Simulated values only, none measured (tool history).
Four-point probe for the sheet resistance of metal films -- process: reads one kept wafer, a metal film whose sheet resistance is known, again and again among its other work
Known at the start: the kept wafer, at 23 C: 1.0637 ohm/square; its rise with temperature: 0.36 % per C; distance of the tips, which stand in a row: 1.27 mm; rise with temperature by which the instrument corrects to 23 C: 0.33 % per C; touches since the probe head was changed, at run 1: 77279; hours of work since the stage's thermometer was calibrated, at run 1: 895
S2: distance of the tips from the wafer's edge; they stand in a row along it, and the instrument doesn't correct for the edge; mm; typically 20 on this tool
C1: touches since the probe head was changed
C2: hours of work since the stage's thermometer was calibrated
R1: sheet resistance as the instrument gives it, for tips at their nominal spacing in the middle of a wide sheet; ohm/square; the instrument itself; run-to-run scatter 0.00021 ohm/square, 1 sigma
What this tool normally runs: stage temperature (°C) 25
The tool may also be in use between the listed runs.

{"run": 1, "hour": 0.0, "stage temperature (°C)": 25, "S2": 20, "C1": 77279, "C2": 895, "R1": 1.066743}
{"run": 2, "hour": 67.0, "stage temperature (°C)": 25, "S2": 20, "C1": 79292, "C2": 936, "R1": 1.066918}
{"run": 3, "hour": 110.0, "stage temperature (°C)": 25, "S2": 20, "C1": 80583, "C2": 962, "R1": 1.066215}
{"run": 4, "hour": 152.6, "stage temperature (°C)": 25, "S2": 3, "C1": 81864, "C2": 988, "R1": 1.15734}
{"run": 5, "hour": 228.3, "stage temperature (°C)": 25, "S2": 3, "C1": 84138, "C2": 1035, "R1": 1.157482}
{"run": 6, "hour": 287.7, "stage temperature (°C)": 25, "S2": 3, "C1": 85920, "C2": 1071, "R1": 1.157144}
{"run": 7, "hour": 361.6, "stage temperature (°C)": 25, "S2": 20, "C1": 88140, "C2": 1116, "R1": 1.067013}
{"run": 8, "hour": 405.2, "stage temperature (°C)": 25, "S2": 26, "C1": 89451, "C2": 1143, "R1": 1.066085}
{"run": 9, "hour": 475.4, "stage temperature (°C)": 25, "S2": 20, "C1": 91560, "C2": 1185, "R1": 1.066866}
{"run": 10, "hour": 524.8, "stage temperature (°C)": 25, "S2": 6, "C1": 93044, "C2": 1216, "R1": 1.089633}
{"run": 11, "hour": 585.6, "stage temperature (°C)": 25, "S2": 6, "C1": 94869, "C2": 1253, "R1": 1.089129}
{"run": 12, "hour": 655.1, "stage temperature (°C)": 25, "S2": 6, "C1": 96959, "C2": 1295, "R1": 1.089319}
{"run": 13, "hour": 714.3, "stage temperature (°C)": 26, "S2": 32, "C1": 98735, "C2": 1331, "R1": 1.065782}
{"run": 14, "hour": 782.7, "stage temperature (°C)": 26, "S2": 32, "C1": 100791, "C2": 1373, "R1": 1.065666}
{"run": 15, "hour": 826.0, "stage temperature (°C)": 26, "S2": 32, "C1": 102091, "C2": 1400, "R1": 1.065811}
{"run": 16, "hour": 892.2, "stage temperature (°C)": 20, "S2": 28, "C1": 104080, "C2": 1440, "R1": 1.064469}
{"run": 17, "hour": 956.4, "stage temperature (°C)": 20, "S2": 28, "C1": 106008, "C2": 1479, "R1": 1.064081}
{"run": 18, "hour": 1010.5, "stage temperature (°C)": 22, "S2": 28, "C1": 107634, "C2": 1512, "R1": 1.064637}
{"run": 19, "hour": 1081.7, "stage temperature (°C)": 20, "S2": 28, "C1": 109771, "C2": 1556, "R1": 1.06402}
{"run": 20, "hour": 1125.3, "stage temperature (°C)": 21, "S2": 13, "C1": 111082, "C2": 1582, "R1": 1.06821}
{"run": 21, "hour": 1199.4, "stage temperature (°C)": 25, "S2": 12, "C1": 113308, "C2": 1628, "R1": 1.070563}
{"run": 22, "hour": 1236.3, "stage temperature (°C)": 25, "S2": 3, "C1": 114417, "C2": 1650, "R1": 1.157281}
{"run": 23, "hour": 1307.4, "stage temperature (°C)": 25, "S2": 3, "C1": 116553, "C2": 1694, "R1": 1.157317}

What if the next run were any one of these 4? Each begins from the tool's condition after run 23:
{"run": "A", "hour": 1359.1, "stage temperature (°C)": 19, "S2": 26, "C1": 118106, "C2": 1725, "R1": "?"}
{"run": "B", "hour": 1359.1, "stage temperature (°C)": 33, "S2": 48, "C1": 118106, "C2": 1725, "R1": "?"}
{"run": "C", "hour": 1359.1, "stage temperature (°C)": 31, "S2": 3, "C1": 118106, "C2": 1725, "R1": "?"}
{"run": "D", "hour": 1359.1, "stage temperature (°C)": 33, "S2": 11, "C1": 118106, "C2": 1725, "R1": "?"}

run=A R1=1.063599
run=B R1=1.067283
run=C R1=1.159152
run=D R1=1.074069
Without the tool's hidden state the same runs would have given:
run=A R1=1.063530
run=B R1=1.067213
run=C R1=1.159077
run=D R1=1.073999
